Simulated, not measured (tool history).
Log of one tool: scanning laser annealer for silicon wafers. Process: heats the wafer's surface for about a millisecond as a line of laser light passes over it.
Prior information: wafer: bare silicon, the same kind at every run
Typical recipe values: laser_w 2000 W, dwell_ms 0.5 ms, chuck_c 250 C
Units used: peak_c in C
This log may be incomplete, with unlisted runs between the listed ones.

Run 1, hour 0: usual settings. Result: peak_c 1000 C.
Run 2, hour 13.3: usual settings. Result: peak_c 1000 C.
Run 3, hour 25.2: usual settings. Result: peak_c 1001 C.
Run 4, hour 31.9: usual settings. Result: peak_c 1002 C.
Run 5, hour 37.4: usual settings. Result: peak_c 1000 C.
Run 6, hour 43.7: usual settings. Result: peak_c 1002 C.
Run 7, hour 55.1: usual settings. Result: peak_c 1002 C.
Run 8, hour 60.4: usual settings. Result: peak_c 999 C.
Run 9, hour 72.1: usual settings. Result: peak_c 998 C.
Run 10, hour 82.6: usual settings but laser_w 1769 W, dwell_ms 0.374 ms, chuck_c 240 C. Result: peak_c 821 C.
Run 11, hour 94.9: usual settings but laser_w 2114 W, dwell_ms 0.539 ms, chuck_c 240 C. Result: peak_c 1056 C.
At hour 98.6: laser's power meter calibrated.
Run 12, hour 107.8: usual settings but laser_w 2095 W, dwell_ms 0.407 ms, chuck_c 245 C. Result: peak_c 956 C.
Run 13, hour 113.6: usual settings but laser_w 1969 W, dwell_ms 0.515 ms, chuck_c 287 C. Result: peak_c 1030 C.
Run 14, hour 125.6: usual settings but laser_w 1955 W, dwell_ms 0.515 ms, chuck_c 287 C. Result: peak_c 1029 C.
Run 15, hour 133.9: usual settings but laser_w 2049 W, chuck_c 287 C. Result: peak_c 1052 C.
Run 16, hour 141.4: usual settings but laser_w 1767 W, chuck_c 242 C. Result: peak_c 900 C.
At hour 151.8: laser's power meter calibrated, once more.
Run 17, hour 156.9: usual settings but laser_w 1863 W, dwell_ms 0.532 ms, chuck_c 282 C. Result: peak_c 997 C.

A few steps of peak_c between consecutive runs. Split each: what settings, incoming material and random variation would produce without the hidden state, and what is left over for the hidden state, along with gauge scatter present in only one of the two compared results (measured, and without hidden state):
What the log doesn't record here: light that passes the window, % of a clean one's; laser's true power over the reading, %; width of the line over the set one, %; drift of the gauge itself on peak_c, C.
Run 10 -> 11: laser_w 1769 -> 2114, dwell_ms 0.374 -> 0.539. peak_c +235 C: hidden state -4, all else +239.
